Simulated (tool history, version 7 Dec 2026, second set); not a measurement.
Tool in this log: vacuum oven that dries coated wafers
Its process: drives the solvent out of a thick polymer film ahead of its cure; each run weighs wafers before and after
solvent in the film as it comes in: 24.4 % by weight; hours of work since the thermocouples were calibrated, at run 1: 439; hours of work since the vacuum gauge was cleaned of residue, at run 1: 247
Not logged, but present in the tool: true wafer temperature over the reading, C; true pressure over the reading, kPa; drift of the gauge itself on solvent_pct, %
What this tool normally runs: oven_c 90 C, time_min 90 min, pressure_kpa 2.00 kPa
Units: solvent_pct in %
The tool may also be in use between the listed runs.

run	hour	oven_c	time_min	pressure_kpa	hours of work since the thermocouples were calibrated	hours of work since the vacuum gauge was cleaned of residue	solvent_pct
1	0.0	90	90	2.00	439	247	4.01
2	20.3	90	90	2.00	450	258	3.87
3	34.8	89	90	2.00	458	265	4.30
4	48.8	89	90	2.00	465	272	4.23
5	67.9	89	90	2.00	475	283	4.26
6	87.8	89	90	2.00	485	293	4.23
7	102.7	89	90	2.00	493	301	4.27
8	124.6	89	90	2.00	505	312	4.32
9	139.0	77	125	2.96	512	320	8.47
10	153.9	77	138	2.96	520	328	7.80
11	168.7	77	138	2.96	528	335	7.61
12	182.2	91	90	2.00	535	342	3.54
13	202.9	80	128	1.86	546	353	6.10
14	215.4	77	128	1.43	552	360	7.30

Each row is a separate what-if for the run after 14, all from the same tool condition, not one after another. Results?
A	238.0	90	71	2.00	564	372	?
B	238.0	102	78	1.37	564	372	?
C	238.0	94	128	2.52	564	372	?

run	solvent_pct
A	5.38
B	1.04
C	1.64
Without the tool's unlogged condition, the same runs would have read:
run	solvent_pct
A	5.41
B	1.04
C	1.65
